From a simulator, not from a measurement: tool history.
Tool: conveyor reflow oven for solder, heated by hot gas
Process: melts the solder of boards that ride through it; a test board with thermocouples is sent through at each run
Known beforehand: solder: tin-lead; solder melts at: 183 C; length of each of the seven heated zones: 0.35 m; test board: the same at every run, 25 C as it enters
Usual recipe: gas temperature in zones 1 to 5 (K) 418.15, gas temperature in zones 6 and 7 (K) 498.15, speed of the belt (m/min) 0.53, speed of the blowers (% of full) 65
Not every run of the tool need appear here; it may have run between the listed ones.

| run | hour | gas temperature in zones 1 to 5 (K) | gas temperature in zones 6 and 7 (K) | speed of the belt (m/min) | speed of the blowers (% of full) | highest temperature of the board (K) | time above the solder's melting point (s) |
|---|---|---|---|---|---|---|---|
| 1 | 0 | 418.15 | 498.15 | 0.53 | 65 | 482.85 | 56 |
| 2 | 9.5 | 418.15 | 498.15 | 0.53 | 82 | 485.05 | 59.1 |
| 3 | 16.3 | 418.15 | 498.15 | 0.53 | 76 | 484.45 | 57.9 |
| 4 | 28.5 | 418.15 | 498.15 | 0.53 | 53 | 480.95 | 52.9 |
| 5 | 41 | 418.15 | 498.15 | 0.53 | 53 | 480.85 | 53.3 |
| 6 | 49.5 | 418.15 | 498.15 | 0.53 | 53 | 480.85 | 52.9 |
| 7 | 55.8 | 418.15 | 498.15 | 0.53 | 53 | 480.95 | 52.9 |
| 8 | 64.1 | 418.15 | 498.15 | 0.53 | 80 | 485.05 | 58.3 |
| 9 | 77.9 | 418.15 | 498.15 | 0.53 | 80 | 484.85 | 58.5 |
| 10 | 88.8 | 418.15 | 498.15 | 0.62 | 65 | 478.05 | 41.5 |
| 11 | 95.4 | 418.15 | 498.15 | 0.53 | 77 | 484.75 | 58 |
| 12 | 104.3 | 418.15 | 498.15 | 0.53 | 65 | 482.95 | 55.9 |
| 13 | 114.5 | 432.15 | 498.15 | 0.46 | 68 | 488.95 | 79.7 |
| 14 | 124.7 | 432.15 | 498.15 | 0.46 | 56 | 487.35 | 78.1 |
| 15 | 131 | 432.15 | 498.15 | 0.46 | 56 | 487.45 | 78 |
|  | 136.1 | belt drive overhauled, speed set with a stopwatch |
| 16 | 144.3 | 413.15 | 498.15 | 0.43 | 65 | 487.45 | 74 |
| 17 | 156.1 | 429.15 | 498.15 | 0.53 | 65 | 484.85 | 63.4 |
| 18 | 166.7 | 409.15 | 507.15 | 0.53 | 65 | 489.05 | 58.3 |
| 19 | 178.3 | 409.15 | 507.15 | 0.53 | 65 | 489.05 | 57.8 |
| 20 | 186.9 | 409.15 | 507.15 | 0.53 | 65 | 488.65 | 57.4 |
| 21 | 200.9 | 424.15 | 500.15 | 0.476 | 65 | 488.35 | 72.2 |
| 22 | 214.2 | 407.15 | 492.15 | 0.499 | 62 | 476.95 | 48.4 |
|  | 224.7 | belt drive overhauled, speed set with a stopwatch, once more |
| 23 | 224.7 | 407.15 | 492.15 | 0.499 | 62 | 476.25 | 46.6 |

Forecast each of these 4 alternatives for the next run:
| A | 238.4 | 407.15 | 492.15 | 0.616 | 62 | ? | ? |
| B | 238.4 | 418.15 | 498.15 | 0.598 | 65 | ? | ? |
| C | 238.4 | 421.15 | 498.15 | 0.518 | 65 | ? | ? |
| D | 238.4 | 422.15 | 492.15 | 0.499 | 62 | ? | ? |

| run | highest temperature of the board (K) | time above the solder's melting point (s) |
|---|---|---|
| A | 469.75 | 27.3 |
| B | 478.45 | 43.6 |
| C | 483.75 | 58.5 |
| D | 479.15 | 57.3 |
Without the tool's unlogged condition, the same runs would have read:
| run | highest temperature of the board (K) | time above the solder's melting point (s) |
|---|---|---|
| A | 471.95 | 30.8 |
| B | 480.45 | 46.2 |
| C | 485.45 | 60.7 |
| D | 480.75 | 59.7 |
